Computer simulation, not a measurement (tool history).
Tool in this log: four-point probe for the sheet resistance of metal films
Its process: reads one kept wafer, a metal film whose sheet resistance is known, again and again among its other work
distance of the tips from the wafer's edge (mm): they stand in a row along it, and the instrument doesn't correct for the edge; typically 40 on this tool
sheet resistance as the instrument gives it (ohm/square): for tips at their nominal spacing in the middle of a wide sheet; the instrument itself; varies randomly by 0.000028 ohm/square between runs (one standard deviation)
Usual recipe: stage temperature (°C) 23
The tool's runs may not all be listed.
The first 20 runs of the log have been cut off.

run,hour,stage temperature (°C),distance of the tips from the wafer's edge (mm),touches since the probe head was changed,hours of work since the stage's thermometer was calibrated,sheet resistance as the instrument gives it (ohm/square)
21,660.1,23,21,55543,1501,0.141399
22,692.7,23,4,56306,1521,0.142626
23,720.7,23,20,56962,1538,0.1415
24,750,32,46,57648,1555,0.141438
25,794.4,19,34,58690,1582,0.141445
26,820.7,35,3,59305,1597,0.14347
27,858.4,34,51,60188,1620,0.14141
28,902.6,27,64,61224,1646,0.141414
29,938.9,19,7,62073,1668,0.141775
30,965.7,20,3,62702,1684,0.143528

The next listed run, before its measurement:
31,984.1,23,4,63133,1695,?

sheet resistance as the instrument gives it (ohm/square): 0.142637
Without the tool's hidden state the same run would have given sheet resistance as the instrument gives it (ohm/square) 0.142101.

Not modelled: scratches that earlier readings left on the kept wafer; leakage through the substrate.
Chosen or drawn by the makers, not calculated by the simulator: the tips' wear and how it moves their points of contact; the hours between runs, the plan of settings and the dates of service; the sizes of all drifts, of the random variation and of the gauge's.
